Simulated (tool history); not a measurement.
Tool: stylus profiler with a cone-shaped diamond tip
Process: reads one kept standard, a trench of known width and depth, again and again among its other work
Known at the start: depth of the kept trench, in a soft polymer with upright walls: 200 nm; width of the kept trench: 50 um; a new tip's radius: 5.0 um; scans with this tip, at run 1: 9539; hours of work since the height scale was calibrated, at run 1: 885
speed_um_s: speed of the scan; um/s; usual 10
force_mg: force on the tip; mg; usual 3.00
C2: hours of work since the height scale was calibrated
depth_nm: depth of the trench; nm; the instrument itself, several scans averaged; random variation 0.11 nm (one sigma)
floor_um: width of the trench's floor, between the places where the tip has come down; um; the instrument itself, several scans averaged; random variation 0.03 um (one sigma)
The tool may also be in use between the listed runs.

Run 1, hour 0.0: usual settings; scans with this tip 9539; C2 885. Result: depth_nm 203.90 nm, floor_um 46.20 um.
Run 2, hour 109.0: usual settings but speed_um_s 31 um/s; scans with this tip 10298; C2 956. Result: depth_nm 204.29 nm, floor_um 45.99 um.
Run 3, hour 224.3: usual settings; scans with this tip 11101; C2 1030. Result: depth_nm 204.18 nm, floor_um 46.11 um.
At hour 278.5: height scale calibrated on a step standard.
Run 4, hour 347.2: usual settings; scans with this tip 11954; C2 44. Result: depth_nm 204.56 nm, floor_um 46.03 um.
Run 5, hour 435.1: usual settings but force_mg 3.84 mg; scans with this tip 12566; C2 101. Result: depth_nm 205.24 nm, floor_um 45.96 um.
Run 6, hour 493.1: usual settings but force_mg 2.27 mg; scans with this tip 12970; C2 139. Result: depth_nm 204.09 nm, floor_um 45.88 um.
Run 7, hour 567.8: usual settings but speed_um_s 3 um/s; scans with this tip 13491; C2 187. Result: depth_nm 204.83 nm, floor_um 45.88 um.
Run 8, hour 638.7: usual settings but speed_um_s 3 um/s; scans with this tip 13984; C2 233. Result: depth_nm 204.60 nm, floor_um 45.88 um.
Run 9, hour 755.2: usual settings but speed_um_s 3 um/s; scans with this tip 14795; C2 308. Result: depth_nm 204.57 nm, floor_um 45.81 um.
Run 10, hour 839.1: usual settings but speed_um_s 3 um/s; scans with this tip 15380; C2 362. Result: depth_nm 204.83 nm, floor_um 45.73 um.
Run 11, hour 919.3: usual settings but force_mg 1.71 mg; scans with this tip 15938; C2 414. Result: depth_nm 203.85 nm, floor_um 45.73 um.
Run 12, hour 1003.7: usual settings but force_mg 1.71 mg; scans with this tip 16526; C2 469. Result: depth_nm 204.00 nm, floor_um 45.66 um.
At hour 1039.1: height scale calibrated on a step standard, once more.
Run 13, hour 1115.6: usual settings but speed_um_s 3 um/s; scans with this tip 17302; C2 49. Result: depth_nm 203.21 nm, floor_um 45.66 um.
Run 14, hour 1190.6: usual settings but speed_um_s 3 um/s, force_mg 4.81 mg; scans with this tip 17825; C2 98. Result: depth_nm 204.43 nm, floor_um 45.55 um.
Run 15, hour 1305.9: usual settings but speed_um_s 3 um/s, force_mg 4.81 mg; scans with this tip 18627; C2 172. Result: depth_nm 204.41 nm, floor_um 45.54 um.
At hour 1318.1: new tip fitted, height scale calibrated.
Run 16, hour 1413.8: usual settings but speed_um_s 3 um/s, force_mg 1.19 mg; scans with this tip 667; C2 62. Result: depth_nm 201.84 nm, floor_um 47.06 um.
Run 17, hour 1498.2: usual settings; scans with this tip 1255; C2 116. Result: depth_nm 203.18 nm, floor_um 46.97 um.
Run 18, hour 1571.8: usual settings; scans with this tip 1767; C2 164. Result: depth_nm 203.20 nm, floor_um 46.92 um.
Run 19, hour 1689.9: usual settings; scans with this tip 2590; C2 240. Result: depth_nm 203.36 nm, floor_um 46.85 um.
Run 20, hour 1792.8: usual settings; scans with this tip 3306; C2 307. Result: depth_nm 203.39 nm, floor_um 46.74 um.
Run 21, hour 1877.9: usual settings but force_mg 1.69 mg; scans with this tip 3899; C2 362. Result: depth_nm 202.34 nm, floor_um 46.68 um.
Run 22, hour 1999.1: usual settings; scans with this tip 4743; C2 440. Result: depth_nm 203.72 nm, floor_um 46.58 um.
Run 23, hour 2088.0: usual settings; scans with this tip 5362; C2 498. Result: depth_nm 203.80 nm, floor_um 46.59 um.
Run 24, hour 2154.6: usual settings but speed_um_s 16 um/s, force_mg 4.18 mg; scans with this tip 5826; C2 541. Result: depth_nm 204.43 nm, floor_um 46.48 um.
Run 25, hour 2278.5: usual settings but speed_um_s 16 um/s, force_mg 2.48 mg; scans with this tip 6689; C2 621. Result: depth_nm 203.24 nm, floor_um 46.46 um.
Run 26, hour 2387.8: usual settings but speed_um_s 4 um/s, force_mg 1.14 mg; scans with this tip 7450; C2 692. Result: depth_nm 202.10 nm, floor_um 46.34 um.
Run 27, hour 2454.4: usual settings but speed_um_s 30 um/s; scans with this tip 7914; C2 735. Result: depth_nm 203.67 nm, floor_um 46.24 um.
Run 28, hour 2552.5: usual settings but speed_um_s 6 um/s, force_mg 1.50 mg; scans with this tip 8597; C2 798. Result: depth_nm 202.60 nm, floor_um 46.26 um.
Run 29, hour 2634.2: usual settings but speed_um_s 31 um/s, force_mg 4.49 mg; scans with this tip 9166; C2 851. Result: depth_nm 204.90 nm, floor_um 46.18 um.
Run 30, hour 2748.0: usual settings but speed_um_s 26 um/s, force_mg 2.60 mg; scans with this tip 9959; C2 924. Result: depth_nm 203.68 nm, floor_um 46.06 um.
Run 31, hour 2845.4: usual settings but speed_um_s 16 um/s; scans with this tip 10637; C2 987. Result: depth_nm 204.05 nm, floor_um 46.11 um.
Run 32, hour 2917.7: usual settings but speed_um_s 37 um/s, force_mg 5.12 mg; scans with this tip 11141; C2 1034. Result: depth_nm 205.35 nm, floor_um 45.96 um.
At hour 2966.1: height scale calibrated on a step standard.
Run 33, hour 3017.3: usual settings but speed_um_s 4 um/s, force_mg 2.05 mg; scans with this tip 11831; C2 33. Result: depth_nm 202.30 nm, floor_um 46.02 um.
Run 34, hour 3090.8: usual settings but speed_um_s 4 um/s, force_mg 7.33 mg; scans with this tip 12342; C2 81. Result: depth_nm 205.68 nm, floor_um 45.97 um.
Run 35, hour 3185.2: usual settings but speed_um_s 4 um/s, force_mg 7.33 mg; scans with this tip 13000; C2 142. Result: depth_nm 205.85 nm, floor_um 45.99 um.
Run 36, hour 3267.8: usual settings but speed_um_s 9 um/s, force_mg 1.07 mg; scans with this tip 13575; C2 195. Result: depth_nm 201.76 nm, floor_um 45.85 um.
Run 37, hour 3320.5: usual settings but speed_um_s 9 um/s, force_mg 1.07 mg; scans with this tip 13942; C2 229. Result: depth_nm 201.64 nm, floor_um 45.82 um.
Run 38, hour 3413.5: usual settings but speed_um_s 4 um/s, force_mg 8.05 mg; scans with this tip 14590; C2 289. Result: depth_nm 206.52 nm, floor_um 45.77 um.
Run 39, hour 3485.9: usual settings but speed_um_s 4 um/s, force_mg 1.03 mg; scans with this tip 15094; C2 336. Result: depth_nm 201.79 nm, floor_um 45.72 um.
Run 40, hour 3570.5: usual settings but speed_um_s 4 um/s, force_mg 1.03 mg; scans with this tip 15683; C2 391. Result: depth_nm 201.80 nm, floor_um 45.72 um.
Run 41, hour 3653.9: usual settings but speed_um_s 20 um/s, force_mg 3.03 mg; scans with this tip 16264; C2 445. Result: depth_nm 203.50 nm, floor_um 45.63 um.
Run 42, hour 3749.6: usual settings but speed_um_s 14 um/s, force_mg 2.41 mg; scans with this tip 16930; C2 506. Result: depth_nm 203.12 nm, floor_um 45.58 um.
Run 43, hour 3868.9: usual settings but speed_um_s 6 um/s, force_mg 4.26 mg; scans with this tip 17761; C2 584. Result: depth_nm 204.50 nm, floor_um 45.57 um.
Run 44, hour 3935.0: usual settings but force_mg 5.94 mg; scans with this tip 18221; C2 626. Result: depth_nm 205.79 nm, floor_um 45.50 um.
At hour 4001.0: new tip fitted, height scale calibrated.
Run 45, hour 4006.6: usual settings but speed_um_s 7 um/s, force_mg 8.42 mg; scans with this tip 39; C2 4. Result: depth_nm 206.22 nm, floor_um 47.13 um.
Run 46, hour 4097.0: usual settings but speed_um_s 23 um/s, force_mg 6.45 mg; scans with this tip 669; C2 62. Result: depth_nm 205.16 nm, floor_um 47.01 um.

Forecast each of these 4 alternatives for the next run:
Run A, hour 4200.5: usual settings but speed_um_s 24 um/s, force_mg 4.30 mg; scans with this tip 1390; C2 129. Result: depth_nm ?, floor_um ?.
Run B, hour 4200.5: usual settings but speed_um_s 19 um/s, force_mg 6.45 mg; scans with this tip 1390; C2 129. Result: depth_nm ?, floor_um ?.
Run C, hour 4200.5: usual settings but speed_um_s 23 um/s, force_mg 5.80 mg; scans with this tip 1390; C2 129. Result: depth_nm ?, floor_um ?.
Run D, hour 4200.5: usual settings but speed_um_s 2 um/s, force_mg 6.45 mg; scans with this tip 1390; C2 129. Result: depth_nm ?, floor_um ?.

run  depth_nm  floor_um
  A    204.10     46.96
  B    205.31     46.99
  C    204.89     46.99
  D    205.25     47.01
Without the tool's hidden state the same runs would have given:
run  depth_nm  floor_um
  A    204.07     47.14
  B    205.28     47.17
  C    204.86     47.17
  D    205.22     47.19

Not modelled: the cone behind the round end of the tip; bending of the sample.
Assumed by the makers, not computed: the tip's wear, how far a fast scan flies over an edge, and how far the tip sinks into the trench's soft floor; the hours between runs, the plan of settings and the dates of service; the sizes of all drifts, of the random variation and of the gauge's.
